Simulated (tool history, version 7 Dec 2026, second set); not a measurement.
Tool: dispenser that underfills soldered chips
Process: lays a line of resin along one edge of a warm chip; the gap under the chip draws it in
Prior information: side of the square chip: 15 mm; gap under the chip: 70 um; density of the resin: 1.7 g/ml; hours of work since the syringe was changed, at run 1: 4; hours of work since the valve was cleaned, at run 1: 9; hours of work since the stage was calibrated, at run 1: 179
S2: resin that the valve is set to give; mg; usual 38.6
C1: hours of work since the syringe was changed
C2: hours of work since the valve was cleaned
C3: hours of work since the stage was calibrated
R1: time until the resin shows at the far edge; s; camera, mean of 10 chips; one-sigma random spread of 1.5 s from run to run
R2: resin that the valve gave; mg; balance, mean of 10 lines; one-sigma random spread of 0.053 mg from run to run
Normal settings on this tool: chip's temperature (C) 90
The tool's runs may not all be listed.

run 1 day=0 | chip's_temperature_(C)=90 S2=38.6 | C1=4 C2=9 C3=179 | R1=181.9 R2=38.5
-- day=0.188 new syringe of resin
run 2 day=0.254 | chip's_temperature_(C)=90 S2=38.6 | C1=1 C2=13 C3=183 | R1=157.9 R2=38.3
-- day=0.625 new syringe of resin
run 3 day=0.625 | chip's_temperature_(C)=90 S2=38.6 | C1=0 C2=19 C3=189 | R1=153.2 R2=38.41
run 4 day=0.871 | chip's_temperature_(C)=90 S2=38.6 | C1=4 C2=23 C3=193 | R1=178.9 R2=38.34
-- day=1.062 new syringe of resin
run 5 day=1.225 | chip's_temperature_(C)=90 S2=38.6 | C1=3 C2=29 C3=199 | R1=170.3 R2=38.13
-- day=1.512 new syringe of resin
run 6 day=1.517 | chip's_temperature_(C)=90 S2=38.6 | C1=0 C2=33 C3=203 | R1=148.9 R2=37.97
run 7 day=1.879 | chip's_temperature_(C)=90 S2=38.6 | C1=6 C2=39 C3=209 | R1=197.2 R2=37.92
-- day=1.958 new syringe of resin
run 8 day=2.1 | chip's_temperature_(C)=103 S2=38.6 | C1=2 C2=42 C3=213 | R1=113 R2=37.92
-- day=2.396 new syringe of resin
run 9 day=2.433 | chip's_temperature_(C)=83 S2=45.1 | C1=1 C2=48 C3=218 | R1=188.1 R2=44.32
run 10 day=2.617 | chip's_temperature_(C)=78 S2=45.3 | C1=4 C2=51 C3=221 | R1=257.9 R2=44.38
-- day=2.838 dispensing valve cleaned and set on the balance
-- day=2.883 new syringe of resin
run 11 day=2.979 | chip's_temperature_(C)=78 S2=45.3 | C1=2 C2=2 C3=226 | R1=238.4 R2=45.29
run 12 day=3.283 | chip's_temperature_(C)=78 S2=45.3 | C1=7 C2=7 C3=231 | R1=302.7 R2=45.31
-- day=3.312 new syringe of resin
run 13 day=3.604 | chip's_temperature_(C)=91 S2=42.2 | C1=5 C2=12 C3=236 | R1=183.5 R2=42.09
-- day=3.775 new syringe of resin
run 14 day=3.896 | chip's_temperature_(C)=101 S2=44.1 | C1=2 C2=17 C3=241 | R1=113.9 R2=43.91

Run 15 comes next. What will it give?
run 15 day=4.192 | chip's_temperature_(C)=100 S2=41.4 | C1=7 C2=21 C3=245 | R1=? R2=?

R1: 148.3 s
R2: 41.06 mg
Had the tool carried no hidden state, the very same run would have given R1 104.5 s, R2 41.37 mg.
